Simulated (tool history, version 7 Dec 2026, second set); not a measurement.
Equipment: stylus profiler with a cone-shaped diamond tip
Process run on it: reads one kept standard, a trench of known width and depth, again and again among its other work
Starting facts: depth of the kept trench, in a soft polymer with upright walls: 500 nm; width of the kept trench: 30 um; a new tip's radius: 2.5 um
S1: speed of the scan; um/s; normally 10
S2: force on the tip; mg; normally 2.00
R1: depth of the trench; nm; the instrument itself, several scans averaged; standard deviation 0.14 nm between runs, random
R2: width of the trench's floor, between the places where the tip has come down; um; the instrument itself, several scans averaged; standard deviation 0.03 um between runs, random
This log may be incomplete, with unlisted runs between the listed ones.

Run 1, hour 0.0: usual settings. Result: R1 503.56 nm, R2 26.80 um.
Run 2, hour 37.1: usual settings. Result: R1 503.63 nm, R2 26.84 um.
Run 3, hour 95.1: usual settings. Result: R1 503.31 nm, R2 26.83 um.
At hour 99.2: height scale calibrated on a step standard.
Run 4, hour 142.7: usual settings. Result: R1 502.39 nm, R2 26.81 um.
Run 5, hour 193.1: usual settings. Result: R1 502.28 nm, R2 26.85 um.
Run 6, hour 247.4: usual settings but S2 3.85 mg. Result: R1 505.31 nm, R2 26.81 um.
Run 7, hour 307.3: usual settings but S1 28 um/s, S2 2.09 mg. Result: R1 502.22 nm, R2 26.73 um.
Run 8, hour 348.7: usual settings but S1 29 um/s, S2 1.75 mg. Result: R1 501.42 nm, R2 26.75 um.
Run 9, hour 398.9: usual settings but S1 13 um/s, S2 5.42 mg. Result: R1 506.77 nm, R2 26.84 um.
Run 10, hour 453.5: usual settings but S1 13 um/s, S2 5.42 mg. Result: R1 506.77 nm, R2 26.76 um.

Consider 3 possible next runs. They are alternatives, not a sequence: every one starts from the tool as it was left by run 10. What does each give?
At hour 467.1: height scale calibrated on a step standard, once more.
Run A, hour 479.0: usual settings but S1 38 um/s, S2 0.80 mg. Result: R1 ?, R2 ?.
At hour 467.1: height scale calibrated on a step standard, once more.
Run B, hour 479.0: usual settings but S1 6 um/s, S2 2.59 mg. Result: R1 ?, R2 ?.
At hour 467.1: height scale calibrated on a step standard, once more.
Run C, hour 479.0: usual settings but S1 4 um/s, S2 0.86 mg. Result: R1 ?, R2 ?.

run      R1     R2
  A  502.58  26.64
  B  506.41  26.81
  C  502.91  26.74
Without the tool's hidden state the same runs would have given:
run      R1     R2
  A  502.75  26.86
  B  506.58  27.02
  C  503.08  26.96
